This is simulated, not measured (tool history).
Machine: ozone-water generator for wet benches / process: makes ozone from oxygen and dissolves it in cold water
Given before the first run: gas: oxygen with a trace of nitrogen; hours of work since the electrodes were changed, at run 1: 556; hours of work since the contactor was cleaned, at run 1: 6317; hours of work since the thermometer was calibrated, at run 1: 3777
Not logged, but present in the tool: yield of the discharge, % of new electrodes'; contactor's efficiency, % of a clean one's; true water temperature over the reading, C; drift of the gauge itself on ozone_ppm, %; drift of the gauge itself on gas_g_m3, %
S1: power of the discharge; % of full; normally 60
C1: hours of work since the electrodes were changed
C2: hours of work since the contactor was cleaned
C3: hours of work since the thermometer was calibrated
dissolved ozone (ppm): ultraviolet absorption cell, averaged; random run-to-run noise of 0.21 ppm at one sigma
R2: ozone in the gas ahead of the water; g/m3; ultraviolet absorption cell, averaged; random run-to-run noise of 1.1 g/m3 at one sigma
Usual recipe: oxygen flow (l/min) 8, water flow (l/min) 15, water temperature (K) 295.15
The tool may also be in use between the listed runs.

{"run": 1, "hour": 0.0, "S1": 60, "oxygen flow (l/min)": 8, "water flow (l/min)": 15, "water temperature (K)": 295.15, "C1": 556, "C2": 6317, "C3": 3777, "dissolved ozone (ppm)": 28.7, "R2": 190.6}
{"run": 2, "hour": 66.2, "S1": 60, "oxygen flow (l/min)": 8, "water flow (l/min)": 15, "water temperature (K)": 295.15, "C1": 621, "C2": 6382, "C3": 3841, "dissolved ozone (ppm)": 28.7, "R2": 191}
{"run": 3, "hour": 154.7, "S1": 60, "oxygen flow (l/min)": 8, "water flow (l/min)": 15, "water temperature (K)": 295.15, "C1": 707, "C2": 6468, "C3": 3928, "dissolved ozone (ppm)": 28.6, "R2": 189.9}
{"run": 4, "hour": 289.5, "S1": 60, "oxygen flow (l/min)": 8, "water flow (l/min)": 19, "water temperature (K)": 295.15, "C1": 839, "C2": 6600, "C3": 4059, "dissolved ozone (ppm)": 25.2, "R2": 191.7}
{"run": 5, "hour": 359.1, "S1": 60, "oxygen flow (l/min)": 8, "water flow (l/min)": 19, "water temperature (K)": 290.15, "C1": 907, "C2": 6668, "C3": 4127, "dissolved ozone (ppm)": 27.6, "R2": 189.9}
{"run": 6, "hour": 429.9, "S1": 60, "oxygen flow (l/min)": 8, "water flow (l/min)": 15, "water temperature (K)": 295.15, "C1": 976, "C2": 6737, "C3": 4196, "dissolved ozone (ppm)": 28.7, "R2": 189.6}
{"run": 7, "hour": 500.5, "S1": 60, "oxygen flow (l/min)": 8, "water flow (l/min)": 19, "water temperature (K)": 295.15, "C1": 1045, "C2": 6806, "C3": 4265, "dissolved ozone (ppm)": 24.8, "R2": 188.4}
{"run": 8, "hour": 623.5, "S1": 86, "oxygen flow (l/min)": 8, "water flow (l/min)": 15, "water temperature (K)": 295.15, "C1": 1165, "C2": 6926, "C3": 4385, "dissolved ozone (ppm)": 34.5, "R2": 228.5}
{"hour": 633.0, "done": "water thermometer calibrated"}
{"run": 9, "hour": 696.3, "S1": 86, "oxygen flow (l/min)": 8, "water flow (l/min)": 15, "water temperature (K)": 295.15, "C1": 1235, "C2": 6996, "C3": 62, "dissolved ozone (ppm)": 34.5, "R2": 230}
{"run": 10, "hour": 791.3, "S1": 86, "oxygen flow (l/min)": 8, "water flow (l/min)": 15, "water temperature (K)": 295.15, "C1": 1328, "C2": 7089, "C3": 155, "dissolved ozone (ppm)": 34.4, "R2": 231.6}
{"run": 11, "hour": 860.5, "S1": 86, "oxygen flow (l/min)": 6.35, "water flow (l/min)": 14, "water temperature (K)": 295.15, "C1": 1396, "C2": 7157, "C3": 222, "dissolved ozone (ppm)": 37.4, "R2": 262.1}
{"run": 12, "hour": 992.2, "S1": 69, "oxygen flow (l/min)": 8, "water flow (l/min)": 18, "water temperature (K)": 296.15, "C1": 1524, "C2": 7285, "C3": 351, "dissolved ozone (ppm)": 26.7, "R2": 203.5}
{"run": 13, "hour": 1119.0, "S1": 92, "oxygen flow (l/min)": 8, "water flow (l/min)": 15, "water temperature (K)": 296.15, "C1": 1648, "C2": 7409, "C3": 474, "dissolved ozone (ppm)": 34.5, "R2": 238.7}
{"run": 14, "hour": 1187.5, "S1": 72, "oxygen flow (l/min)": 5.6, "water flow (l/min)": 15, "water temperature (K)": 288.15, "C1": 1715, "C2": 7476, "C3": 541, "dissolved ozone (ppm)": 37.7, "R2": 255.5}
{"run": 15, "hour": 1245.6, "S1": 44, "oxygen flow (l/min)": 7.65, "water flow (l/min)": 12, "water temperature (K)": 295.15, "C1": 1771, "C2": 7533, "C3": 598, "dissolved ozone (ppm)": 26.6, "R2": 162}
{"hour": 1258.7, "done": "water thermometer calibrated, once more"}
{"run": 16, "hour": 1355.9, "S1": 48, "oxygen flow (l/min)": 8, "water flow (l/min)": 20, "water temperature (K)": 298.15, "C1": 1879, "C2": 7640, "C3": 95, "dissolved ozone (ppm)": 19.7, "R2": 165.3}
{"run": 17, "hour": 1412.9, "S1": 48, "oxygen flow (l/min)": 8, "water flow (l/min)": 20, "water temperature (K)": 298.15, "C1": 1934, "C2": 7695, "C3": 151, "dissolved ozone (ppm)": 19.7, "R2": 165.4}
{"hour": 1552.9, "done": "contactor cleaned"}
{"run": 18, "hour": 1553.0, "S1": 48, "oxygen flow (l/min)": 8, "water flow (l/min)": 20, "water temperature (K)": 298.15, "C1": 2067, "C2": 0, "C3": 283, "dissolved ozone (ppm)": 21, "R2": 163.6}
{"run": 19, "hour": 1661.0, "S1": 60, "oxygen flow (l/min)": 9.63, "water flow (l/min)": 15, "water temperature (K)": 300.15, "C1": 2172, "C2": 105, "C3": 389, "dissolved ozone (ppm)": 25.4, "R2": 166.2}

Here are 5 independent what-if runs from the current tool condition. What would each one return?
{"run": "A", "hour": 1776.1, "S1": 55, "oxygen flow (l/min)": 9.63, "water flow (l/min)": 15, "water temperature (K)": 298.15, "C1": 2285, "C2": 218, "C3": 501, "dissolved ozone (ppm)": "?", "R2": "?"}
{"run": "B", "hour": 1776.1, "S1": 43, "oxygen flow (l/min)": 8, "water flow (l/min)": 17, "water temperature (K)": 295.15, "C1": 2285, "C2": 218, "C3": 501, "dissolved ozone (ppm)": "?", "R2": "?"}
{"run": "C", "hour": 1776.1, "S1": 60, "oxygen flow (l/min)": 9.63, "water flow (l/min)": 15, "water temperature (K)": 295.15, "C1": 2285, "C2": 218, "C3": 501, "dissolved ozone (ppm)": "?", "R2": "?"}
{"run": "D", "hour": 1776.1, "S1": 61, "oxygen flow (l/min)": 9.63, "water flow (l/min)": 12, "water temperature (K)": 299.15, "C1": 2285, "C2": 218, "C3": 501, "dissolved ozone (ppm)": "?", "R2": "?"}
{"run": "E", "hour": 1776.1, "S1": 60, "oxygen flow (l/min)": 8, "water flow (l/min)": 20, "water temperature (K)": 295.15, "C1": 2285, "C2": 218, "C3": 501, "dissolved ozone (ppm)": "?", "R2": "?"}

run=A dissolved_ozone_(ppm)=25.1 R2=159
run=B dissolved_ozone_(ppm)=23 R2=155.5
run=C dissolved_ozone_(ppm)=28 R2=167.4
run=D dissolved_ozone_(ppm)=28 R2=168.1
run=E dissolved_ozone_(ppm)=25.5 R2=184.3
Take away the tool's hidden state, keep each run's random variation, and the runs would have read:
run=A dissolved_ozone_(ppm)=26 R2=164.2
run=B dissolved_ozone_(ppm)=23.7 R2=159.7
run=C dissolved_ozone_(ppm)=29.2 R2=173.1
run=D dissolved_ozone_(ppm)=29.1 R2=173.9
run=E dissolved_ozone_(ppm)=26.5 R2=190.6

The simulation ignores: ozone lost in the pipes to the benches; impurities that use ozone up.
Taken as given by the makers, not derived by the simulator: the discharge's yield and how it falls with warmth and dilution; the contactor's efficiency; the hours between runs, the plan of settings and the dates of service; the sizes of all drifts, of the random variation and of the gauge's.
